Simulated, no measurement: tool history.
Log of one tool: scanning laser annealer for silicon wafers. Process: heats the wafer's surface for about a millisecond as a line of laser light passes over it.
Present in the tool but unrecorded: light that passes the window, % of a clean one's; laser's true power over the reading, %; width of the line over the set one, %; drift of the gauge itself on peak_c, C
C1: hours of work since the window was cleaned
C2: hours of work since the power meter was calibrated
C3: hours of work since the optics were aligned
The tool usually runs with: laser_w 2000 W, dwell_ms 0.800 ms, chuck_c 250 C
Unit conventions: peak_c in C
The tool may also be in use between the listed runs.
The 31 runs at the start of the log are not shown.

Run 32, hour 356.3: usual settings but laser_w 1840 W, dwell_ms 0.613 ms, chuck_c 277 C; C1 11; C2 418; C3 190. Result: peak_c 853 C.
Run 33, hour 371.4: usual settings but laser_w 2069 W, dwell_ms 0.613 ms, chuck_c 260 C; C1 20; C2 427; C3 199. Result: peak_c 916 C.
Run 34, hour 384.0: usual settings but laser_w 2194 W, dwell_ms 0.787 ms, chuck_c 288 C; C1 28; C2 434; C3 206. Result: peak_c 1084 C.
Run 35, hour 393.6: usual settings but laser_w 2125 W, dwell_ms 0.787 ms, chuck_c 246 C; C1 34; C2 440; C3 212. Result: peak_c 1014 C.
Run 36, hour 402.1: usual settings but laser_w 2125 W, dwell_ms 0.787 ms, chuck_c 246 C; C1 39; C2 445; C3 217. Result: peak_c 1017 C.
Run 37, hour 417.5: usual settings but chuck_c 232 C; C1 48; C2 455; C3 227. Result: peak_c 960 C.
Run 38, hour 430.5: usual settings but dwell_ms 0.723 ms, chuck_c 220 C; C1 56; C2 462; C3 235. Result: peak_c 907 C.
Run 39, hour 440.7: usual settings but laser_w 1895 W, dwell_ms 0.764 ms; C1 62; C2 469; C3 241. Result: peak_c 917 C.
Run 40, hour 450.4: usual settings but laser_w 1895 W, dwell_ms 0.764 ms; C1 68; C2 474; C3 247. Result: peak_c 915 C.
Run 41, hour 464.1: usual settings but laser_w 1842 W, dwell_ms 0.773 ms, chuck_c 255 C; C1 76; C2 483; C3 255. Result: peak_c 906 C.

Expected results for the next run?
Run 42, hour 478.5: usual settings but laser_w 1896 W, dwell_ms 0.715 ms, chuck_c 238 C; C1 85; C2 491; C3 264. Result: peak_c ?.

Run 42 produced peak_c 881 C.
Minus the tool's unlogged condition, the same run would have read peak_c 892 C.

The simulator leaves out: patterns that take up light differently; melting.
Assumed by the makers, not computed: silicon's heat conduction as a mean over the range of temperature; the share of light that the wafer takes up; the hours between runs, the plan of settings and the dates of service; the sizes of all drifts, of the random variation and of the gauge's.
